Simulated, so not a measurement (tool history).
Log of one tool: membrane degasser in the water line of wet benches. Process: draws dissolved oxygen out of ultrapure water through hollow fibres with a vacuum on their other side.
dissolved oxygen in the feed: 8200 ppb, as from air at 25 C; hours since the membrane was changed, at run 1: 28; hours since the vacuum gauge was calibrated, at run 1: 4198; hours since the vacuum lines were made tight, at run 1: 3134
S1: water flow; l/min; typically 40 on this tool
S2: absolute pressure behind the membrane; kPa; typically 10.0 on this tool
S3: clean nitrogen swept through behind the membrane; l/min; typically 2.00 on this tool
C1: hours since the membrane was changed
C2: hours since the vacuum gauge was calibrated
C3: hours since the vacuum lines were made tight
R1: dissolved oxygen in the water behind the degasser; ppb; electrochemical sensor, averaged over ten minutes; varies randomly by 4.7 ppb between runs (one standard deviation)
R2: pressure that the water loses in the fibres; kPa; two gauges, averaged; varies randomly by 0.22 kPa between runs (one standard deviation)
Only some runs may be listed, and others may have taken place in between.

| run | hour | S1 | S2 | S3 | C1 | C2 | C3 | R1 | R2 |
|---|---|---|---|---|---|---|---|---|---|
| 1 | 0.0 | 40 | 10.0 | 2.00 | 28 | 4198 | 3134 | 495.2 | 51.74 |
| 2 | 96.2 | 40 | 10.0 | 2.00 | 124 | 4294 | 3230 | 492.9 | 51.56 |
| 3 | 141.3 | 40 | 10.0 | 2.00 | 169 | 4339 | 3275 | 491.6 | 51.94 |
| 4 | 202.1 | 40 | 10.0 | 4.90 | 230 | 4400 | 3336 | 325.8 | 51.75 |
| 5 | 260.5 | 40 | 20.2 | 4.90 | 288 | 4458 | 3394 | 506.1 | 51.68 |
| 6 | 349.3 | 40 | 20.2 | 4.90 | 377 | 4547 | 3483 | 509.5 | 52.35 |
|  | 362.7 | seals of the vacuum lines changed |
| 7 | 406.0 | 40 | 17.1 | 2.00 | 432 | 4602 | 43 | 759.8 | 51.62 |
| 8 | 479.5 | 40 | 17.1 | 2.00 | 505 | 4675 | 117 | 762.6 | 52.02 |
| 9 | 544.4 | 40 | 17.1 | 2.00 | 570 | 4740 | 182 | 770.2 | 51.49 |
| 10 | 623.1 | 40 | 19.5 | 2.00 | 649 | 4819 | 260 | 871.3 | 52.14 |
| 11 | 703.0 | 40 | 19.5 | 2.00 | 729 | 4899 | 340 | 866.5 | 52.12 |
| 12 | 744.4 | 40 | 10.0 | 2.00 | 770 | 4940 | 382 | 504.5 | 52.08 |
| 13 | 797.6 | 40 | 10.0 | 2.00 | 823 | 4993 | 435 | 500.9 | 52.11 |
| 14 | 864.3 | 40 | 10.0 | 1.80 | 890 | 5060 | 502 | 528.0 | 51.70 |
| 15 | 940.5 | 40 | 10.0 | 1.80 | 966 | 5136 | 578 | 530.7 | 52.05 |
| 16 | 1031.8 | 40 | 10.0 | 1.80 | 1058 | 5227 | 669 | 525.8 | 51.87 |
| 17 | 1105.7 | 24 | 10.0 | 2.00 | 1131 | 5301 | 743 | 306.5 | 31.19 |
| 18 | 1159.5 | 40 | 13.7 | 2.00 | 1185 | 5355 | 797 | 647.3 | 52.30 |
| 19 | 1211.4 | 44 | 10.0 | 2.00 | 1237 | 5407 | 849 | 545.4 | 57.27 |
| 20 | 1276.2 | 49 | 10.0 | 1.20 | 1302 | 5472 | 914 | 796.6 | 63.81 |
| 21 | 1364.8 | 49 | 10.0 | 2.00 | 1391 | 5560 | 1002 | 612.8 | 64.00 |
| 22 | 1458.8 | 49 | 10.0 | 2.00 | 1485 | 5654 | 1096 | 607.2 | 64.22 |
| 23 | 1509.4 | 49 | 10.0 | 2.00 | 1535 | 5705 | 1147 | 607.7 | 64.13 |
| 24 | 1559.4 | 29 | 12.9 | 2.57 | 1585 | 5755 | 1197 | 392.2 | 38.00 |
| 25 | 1610.7 | 46 | 10.0 | 1.12 | 1637 | 5806 | 1248 | 786.3 | 60.09 |
| 26 | 1664.3 | 34 | 23.2 | 2.00 | 1690 | 5860 | 1302 | 883.1 | 44.54 |
|  | 1691.2 | vacuum gauge calibrated |
| 27 | 1732.8 | 34 | 23.2 | 2.00 | 1758 | 42 | 1370 | 846.5 | 44.37 |
| 28 | 1784.8 | 44 | 10.0 | 2.00 | 1810 | 94 | 1422 | 525.9 | 57.67 |
| 29 | 1849.9 | 30 | 8.8 | 1.09 | 1875 | 159 | 1487 | 455.3 | 39.45 |
| 30 | 1891.3 | 30 | 8.8 | 1.09 | 1917 | 200 | 1528 | 459.2 | 39.21 |
| 31 | 1972.5 | 29 | 10.0 | 5.49 | 1998 | 281 | 1609 | 223.1 | 38.14 |
| 32 | 2037.0 | 64 | 11.1 | 1.85 | 2062 | 346 | 1674 | 831.4 | 83.80 |

Per-run results on a tool with no hidden state, each run keeping its own random variation:
Hidden conditions of the tool in this case: membrane still open, %; true pressure behind the membrane over the reading, kPa; air that leaks in behind the membrane, l/min; drift of the gauge itself on oxygen_ppb, %; drift of the gauge itself on loss_of_pressure_kpa, %.
| run | R1 | R2 |
|---|---|---|
| 1 | 472.5 | 51.74 |
| 2 | 469.6 | 51.52 |
| 3 | 468.0 | 51.90 |
| 4 | 314.2 | 51.69 |
| 5 | 493.7 | 51.61 |
| 6 | 496.3 | 52.25 |
| 7 | 736.8 | 51.51 |
| 8 | 738.8 | 51.88 |
| 9 | 745.7 | 51.34 |
| 10 | 846.3 | 51.96 |
| 11 | 841.0 | 51.93 |
| 12 | 476.4 | 51.87 |
| 13 | 472.6 | 51.89 |
| 14 | 496.9 | 51.47 |
| 15 | 498.8 | 51.80 |
| 16 | 493.4 | 51.59 |
| 17 | 285.8 | 31.01 |
| 18 | 616.8 | 51.98 |
| 19 | 511.5 | 56.90 |
| 20 | 743.3 | 63.38 |
| 21 | 573.9 | 63.54 |
| 22 | 567.8 | 63.72 |
| 23 | 567.8 | 63.63 |
| 24 | 369.8 | 37.69 |
| 25 | 728.9 | 59.58 |
| 26 | 853.4 | 44.15 |
| 27 | 840.8 | 43.97 |
| 28 | 519.0 | 57.13 |
| 29 | 449.9 | 39.06 |
| 30 | 453.3 | 38.82 |
| 31 | 217.0 | 37.75 |
| 32 | 820.1 | 82.90 |

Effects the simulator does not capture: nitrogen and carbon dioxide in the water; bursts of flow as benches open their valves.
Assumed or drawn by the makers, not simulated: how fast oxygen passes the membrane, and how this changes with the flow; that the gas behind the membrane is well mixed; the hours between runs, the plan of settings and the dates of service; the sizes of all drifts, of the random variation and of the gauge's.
